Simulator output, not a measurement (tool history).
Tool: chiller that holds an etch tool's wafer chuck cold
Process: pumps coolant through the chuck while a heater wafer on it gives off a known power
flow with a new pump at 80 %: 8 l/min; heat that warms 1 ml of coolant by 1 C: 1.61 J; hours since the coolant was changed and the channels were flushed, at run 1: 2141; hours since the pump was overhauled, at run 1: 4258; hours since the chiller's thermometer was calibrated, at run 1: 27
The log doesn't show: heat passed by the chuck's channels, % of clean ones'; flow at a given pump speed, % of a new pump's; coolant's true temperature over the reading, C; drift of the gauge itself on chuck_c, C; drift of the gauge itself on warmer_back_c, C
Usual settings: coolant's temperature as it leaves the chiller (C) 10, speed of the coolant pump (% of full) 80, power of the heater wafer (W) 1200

| run | hour | coolant's temperature as it leaves the chiller (C) | speed of the coolant pump (% of full) | power of the heater wafer (W) | hours since the coolant was changed and the channels were flushed | hours since the pump was overhauled | hours since the chiller's thermometer was calibrated | chuck's temperature once it has settled (C) | how much warmer the coolant comes back (C) |
|---|---|---|---|---|---|---|---|---|---|
| 1 | 0.0 | 10 | 80 | 1200 | 2141 | 4258 | 27 | 24.2 | 6.22 |
| 2 | 100.0 | 10 | 80 | 1200 | 2241 | 4358 | 127 | 24.2 | 6.28 |
| 3 | 206.6 | 4 | 80 | 1200 | 2347 | 4464 | 233 | 18.4 | 6.32 |
| 4 | 302.1 | 4 | 80 | 1200 | 2443 | 4560 | 329 | 18.4 | 6.25 |
| 5 | 394.8 | 10 | 63 | 1200 | 2536 | 4653 | 421 | 27.5 | 8.11 |
| 6 | 520.2 | 10 | 63 | 1200 | 2661 | 4778 | 547 | 27.7 | 8.14 |
| 7 | 614.0 | 10 | 63 | 1200 | 2755 | 4872 | 641 | 27.8 | 8.13 |
| 8 | 706.1 | 10 | 63 | 1200 | 2847 | 4964 | 733 | 27.9 | 8.22 |
| 9 | 828.5 | 10 | 80 | 1200 | 2969 | 5086 | 855 | 24.9 | 6.40 |
| 10 | 917.4 | 10 | 80 | 1200 | 3058 | 5175 | 944 | 24.8 | 6.41 |
| 11 | 1033.2 | 10 | 80 | 1200 | 3174 | 5291 | 1060 | 25.0 | 6.45 |
| 12 | 1123.8 | 10 | 80 | 1200 | 3265 | 5382 | 1150 | 24.9 | 6.41 |
| 13 | 1196.8 | 10 | 80 | 1200 | 3338 | 5455 | 1223 | 25.0 | 6.47 |
| 14 | 1258.2 | 10 | 80 | 1200 | 3399 | 5516 | 1285 | 25.1 | 6.50 |
| 15 | 1335.6 | 10 | 80 | 1200 | 3476 | 5593 | 1362 | 25.2 | 6.49 |
| 16 | 1469.9 | 10 | 80 | 1200 | 3611 | 5728 | 1497 | 25.2 | 6.49 |
| 17 | 1563.9 | 10 | 80 | 1200 | 3705 | 5822 | 1591 | 25.3 | 6.55 |
| 18 | 1646.7 | 10 | 80 | 1200 | 3788 | 5905 | 1673 | 25.4 | 6.53 |
| 19 | 1710.9 | 10 | 80 | 1200 | 3852 | 5969 | 1738 | 25.4 | 6.55 |
| 20 | 1804.5 | 10 | 80 | 1200 | 3945 | 6062 | 1831 | 25.5 | 6.57 |
| 21 | 1860.2 | 1 | 80 | 1221 | 4001 | 6118 | 1887 | 16.7 | 6.70 |
| 22 | 1954.0 | 2 | 61 | 1535 | 4095 | 6212 | 1981 | 27.1 | 11.17 |
|  | 2018.0 | coolant pump overhauled |
|  | 2035.9 | coolant changed, channels flushed |
| 23 | 2046.2 | 11 | 68 | 1200 | 10 | 22 | 2062 | 24.8 | 6.64 |
| 24 | 2134.6 | 11 | 68 | 1200 | 99 | 111 | 2150 | 24.9 | 6.58 |
| 25 | 2211.1 | 10 | 80 | 1326 | 175 | 187 | 2227 | 23.4 | 6.18 |
| 26 | 2279.6 | 10 | 80 | 1326 | 244 | 256 | 2295 | 23.5 | 6.20 |
| 27 | 2365.7 | 8 | 80 | 1200 | 330 | 342 | 2381 | 20.1 | 5.62 |
| 28 | 2446.5 | 10 | 66 | 1510 | 411 | 422 | 2462 | 28.2 | 8.70 |
| 29 | 2515.6 | 10 | 66 | 1510 | 480 | 492 | 2531 | 28.1 | 8.71 |
| 30 | 2613.0 | 8 | 68 | 1094 | 577 | 589 | 2629 | 20.8 | 6.12 |
| 31 | 2696.1 | 8 | 96 | 1790 | 660 | 672 | 2712 | 23.8 | 6.92 |
| 32 | 2802.2 | 8 | 96 | 1790 | 766 | 778 | 2818 | 24.0 | 7.02 |

The same runs without the tool's hidden state, with the same run-to-run variation:
| run | chuck's temperature once it has settled (C) | how much warmer the coolant comes back (C) |
|---|---|---|
| 1 | 22.2 | 5.57 |
| 2 | 22.1 | 5.60 |
| 3 | 16.3 | 5.62 |
| 4 | 16.2 | 5.53 |
| 5 | 24.7 | 7.18 |
| 6 | 24.8 | 7.18 |
| 7 | 24.8 | 7.15 |
| 8 | 24.9 | 7.21 |
| 9 | 22.3 | 5.60 |
| 10 | 22.1 | 5.59 |
| 11 | 22.2 | 5.61 |
| 12 | 22.1 | 5.56 |
| 13 | 22.1 | 5.60 |
| 14 | 22.2 | 5.62 |
| 15 | 22.3 | 5.59 |
| 16 | 22.2 | 5.58 |
| 17 | 22.1 | 5.61 |
| 18 | 22.2 | 5.57 |
| 19 | 22.1 | 5.58 |
| 20 | 22.1 | 5.59 |
| 21 | 13.3 | 5.68 |
| 22 | 21.6 | 9.46 |
| 23 | 24.9 | 6.66 |
| 24 | 24.9 | 6.58 |
| 25 | 23.4 | 6.16 |
| 26 | 23.4 | 6.17 |
| 27 | 20.0 | 5.59 |
| 28 | 28.0 | 8.62 |
| 29 | 27.9 | 8.63 |
| 30 | 20.6 | 6.04 |
| 31 | 23.4 | 6.81 |
| 32 | 23.6 | 6.90 |

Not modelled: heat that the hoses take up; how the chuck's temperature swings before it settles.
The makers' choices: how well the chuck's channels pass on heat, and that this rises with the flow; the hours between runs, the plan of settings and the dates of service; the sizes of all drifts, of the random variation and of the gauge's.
